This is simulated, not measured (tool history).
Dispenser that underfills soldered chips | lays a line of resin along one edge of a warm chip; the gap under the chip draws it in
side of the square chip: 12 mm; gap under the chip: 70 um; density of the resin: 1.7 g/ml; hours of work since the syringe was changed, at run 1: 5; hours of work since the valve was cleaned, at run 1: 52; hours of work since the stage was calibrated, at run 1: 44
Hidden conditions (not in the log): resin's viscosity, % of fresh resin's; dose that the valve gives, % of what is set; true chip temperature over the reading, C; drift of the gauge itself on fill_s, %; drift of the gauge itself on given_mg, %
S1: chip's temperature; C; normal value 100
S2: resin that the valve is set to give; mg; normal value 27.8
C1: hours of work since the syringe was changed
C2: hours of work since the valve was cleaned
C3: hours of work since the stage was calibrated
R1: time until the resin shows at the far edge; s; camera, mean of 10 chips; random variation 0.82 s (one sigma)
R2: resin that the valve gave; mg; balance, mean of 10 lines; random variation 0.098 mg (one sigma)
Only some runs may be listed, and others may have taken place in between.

run,hour,S1,S2,C1,C2,C3,R1,R2
1,0,100,27.8,5,52,44,105.4,26.43
2,5.1,100,25,8,56,48,142.5,23.71
# hour 9.1: new syringe of resin
3,14.9,93,25,4,62,55,140.3,23.61
4,19.3,100,27.8,7,65,58,134.6,26.08
# hour 25.1: new syringe of resin
5,29.8,100,27.8,3,73,65,98.8,25.89
# hour 35: dispensing valve cleaned and set on the balance
6,39.5,100,27.8,9,3,71,152.2,27.98
# hour 42.1: new syringe of resin
7,46.8,112,27.8,3,8,76,64.7,27.75
8,52.6,100,27.8,7,12,80,134.5,27.67
# hour 58: new syringe of resin
9,58.4,113,27.8,0,16,84,48.7,27.47
10,65,100,27.8,5,21,88,111.7,27.16
11,71.8,99,27.8,10,25,93,166.6,27.37
# hour 73.8: new syringe of resin
12,81.3,99,27.8,5,32,100,119.2,27.06
# hour 89.5: new syringe of resin
13,91.2,99,27.8,1,39,106,88.1,27.02
14,97.2,100,27.2,5,43,111,117.2,26.24
# hour 105.2: new syringe of resin
15,105.3,100,27.2,0,48,116,78.2,26.07
16,113.4,100,27.2,6,54,122,118.6,25.98
# hour 121.3: new syringe of resin
17,121.9,107,27.8,0,60,127,62.4,26.35
18,131.6,100,27.8,7,67,134,136.9,26.35
# hour 137.1: new syringe of resin
19,139.2,109,29.6,1,72,139,61.4,27.79
# hour 145.4: dispensing valve cleaned and set on the balance
20,145.4,109,29.6,5,0,143,81.4,29.59
# hour 154.4: new syringe of resin
21,156.7,88,29.6,2,8,151,143.9,29.5
22,165.6,88,29.6,8,14,157,223.7,29.21
# hour 170.6: new syringe of resin
23,174.6,100,30.6,3,20,163,96,30.37
24,179.2,100,30.6,6,23,166,122.3,30.05
# hour 186.6: new syringe of resin
25,186.6,98,27.8,0,28,171,82.5,27.2
26,195.5,98,27.8,6,35,178,133.9,27.12
# hour 202.7: new syringe of resin
27,204.3,95,24.6,1,40,183,107.9,23.86
28,208.9,95,24.6,4,44,187,134.3,23.6
29,215.1,95,24.6,9,48,191,182.4,23.52
# hour 218.7: new syringe of resin
30,223.1,95,24.6,3,53,196,121,23.44
31,229.3,86,26.4,7,58,201,235.4,25.22
32,233.9,107,28.9,11,61,204,133.2,27.28
# hour 235.1: new syringe of resin
33,242.8,99,27.6,5,67,210,123.3,25.92
# hour 251.1: new syringe of resin
34,251.2,99,27.6,0,73,216,83.3,25.88
# hour 256: dispensing valve cleaned and set on the balance
35,258.5,110,30.8,5,2,220,75.1,31.15

Predict each of these 4 candidate next runs independently; none follows another, all start after run 35:
A,264,86,30.8,8,6,224,?,?
B,264,110,25.2,8,6,224,?,?
C,264,110,34,8,6,224,?,?
D,264,111,34.3,8,6,224,?,?

run,R1,R2
A,252,30.78
B,104.5,25.05
C,100,33.98
D,97.3,34.18
Without the tool's hidden state the same runs would have given:
run,R1,R2
A,130.4,30.89
B,54.3,25.14
C,51.7,34.1
D,50.6,34.3
